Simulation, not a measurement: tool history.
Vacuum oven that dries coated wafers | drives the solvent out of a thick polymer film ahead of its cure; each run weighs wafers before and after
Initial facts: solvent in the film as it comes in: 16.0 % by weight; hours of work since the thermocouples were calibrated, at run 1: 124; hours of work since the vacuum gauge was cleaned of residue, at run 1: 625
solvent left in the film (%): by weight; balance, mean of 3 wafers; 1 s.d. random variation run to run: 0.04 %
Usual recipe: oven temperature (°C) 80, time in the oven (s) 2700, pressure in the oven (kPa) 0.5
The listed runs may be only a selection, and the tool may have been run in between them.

run	hour	oven temperature (°C)	time in the oven (s)	pressure in the oven (kPa)	hours of work since the thermocouples were calibrated	hours of work since the vacuum gauge was cleaned of residue	solvent left in the film (%)
1	0	80	2700	0.5	124	625	2.07
2	19	80	1860	0.5	137	638	3.56
3	37.4	80	1860	0.5	150	651	3.62
4	47.4	80	1860	0.5	157	657	3.64
5	67.5	80	2700	0.5	170	671	2.15
6	80	80	2340	0.5	179	680	2.64
7	97.7	80	2340	0.5	191	692	2.63
8	116.7	80	2340	0.5	204	704	2.63
9	135.9	80	2340	0.5	217	718	2.71
10	149.8	80	1860	0.5	226	727	3.57
11	159.5	80	1860	0.5	233	734	3.75
12	177.7	80	1860	0.5	245	746	3.53
13	188.4	80	1860	0.5	253	753	3.56
14	201.3	80	1860	0.5	261	762	3.7
15	219.2	80	1860	0.5	274	774	3.69
16	229.6	80	1860	0.5	281	781	3.61
17	250.5	80	1860	0.5	295	796	3.65
18	266.9	80	2700	0.5	306	807	2.09
19	283.6	80	1440	0.5	317	818	4.86
# hour 286.3: vacuum gauge cleaned of residue and calibrated
20	295.6	80	1440	0.5	325	6	4.82
21	307	80	1440	0.5	332	14	4.85
22	326.1	80	1440	0.5	345	27	4.95
23	348	80	1440	0.262	360	42	4.81
24	365.8	80	1440	0.262	372	54	4.84
25	375.6	89	4320	0.5	379	61	0.32
26	386.6	87	2460	0.641	386	68	1.45
# hour 401: vacuum gauge cleaned of residue and calibrated, once more
27	406.1	86	2460	1.204	399	3	1.64
28	418.8	86	2460	1.204	407	12	1.73
29	428.1	74	2160	0.697	414	18	4.26
30	443	70	2160	0.797	424	29	5.33
31	464	70	2160	0.797	438	43	5.31
32	482	67	2160	1.572	450	55	6.55
33	496.5	67	2160	1.572	460	65	6.43
34	507.6	80	2700	1.755	468	72	2.6
35	524.8	90	3720	0.636	479	84	0.41
36	546.3	90	3720	0.636	494	99	0.46
37	566.8	90	3720	0.636	508	113	0.46
38	576	75	3480	1.335	514	119	2.43
39	591.2	80	2580	0.892	525	129	2.49
40	603.5	88	2700	0.5	533	138	1.01
41	614.7	84	1380	1.712	541	145	4.51
42	624	69	1620	0.276	547	152	6.71
43	639.4	93	2160	0.631	557	162	1.01
44	661	80	4200	0.5	572	177	0.85
45	677.2	82	2220	0.467	583	188	2.5
46	692.7	76	4380	0.433	594	198	1.23

Hidden state or all else? Some run-to-run changes of solvent left in the film (%), split into what the settings, what came in and random variation would give without the hidden state, and what is left for the hidden state (with any gauge scatter that isn't in both results):
Hidden state at play: true wafer temperature over the reading, C; true pressure over the reading, kPa; drift of the gauge itself on solvent_pct, %.
Run 19 -> 20: vacuum gauge cleaned of residue and calibrated. solvent left in the film (%) -0.04: hidden state +0.04, all else -0.08.
Run 24 -> 25: oven temperature (°C) 80 -> 89, time in the oven (s) 1440 -> 4320, pressure in the oven (kPa) 0.262 -> 0.5. solvent left in the film (%) -4.52: hidden state -0.03, all else -4.49.
Run 26 -> 27: oven temperature (°C) 87 -> 86, pressure in the oven (kPa) 0.641 -> 1.204, vacuum gauge cleaned of residue and calibrated, once more. solvent left in the film (%) +0.19: hidden state -0.1, all else +0.29.
Run 33 -> 34: oven temperature (°C) 67 -> 80, time in the oven (s) 2160 -> 2700, pressure in the oven (kPa) 1.572 -> 1.755. solvent left in the film (%) -3.83: hidden state +0, all else -3.83.
Run 34 -> 35: oven temperature (°C) 80 -> 90, time in the oven (s) 2700 -> 3720, pressure in the oven (kPa) 1.755 -> 0.636. solvent left in the film (%) -2.19: hidden state -0.04, all else -2.15.
Run 42 -> 43: oven temperature (°C) 69 -> 93, time in the oven (s) 1620 -> 2160, pressure in the oven (kPa) 0.276 -> 0.631. solvent left in the film (%) -5.7: hidden state -0.04, all else -5.66.
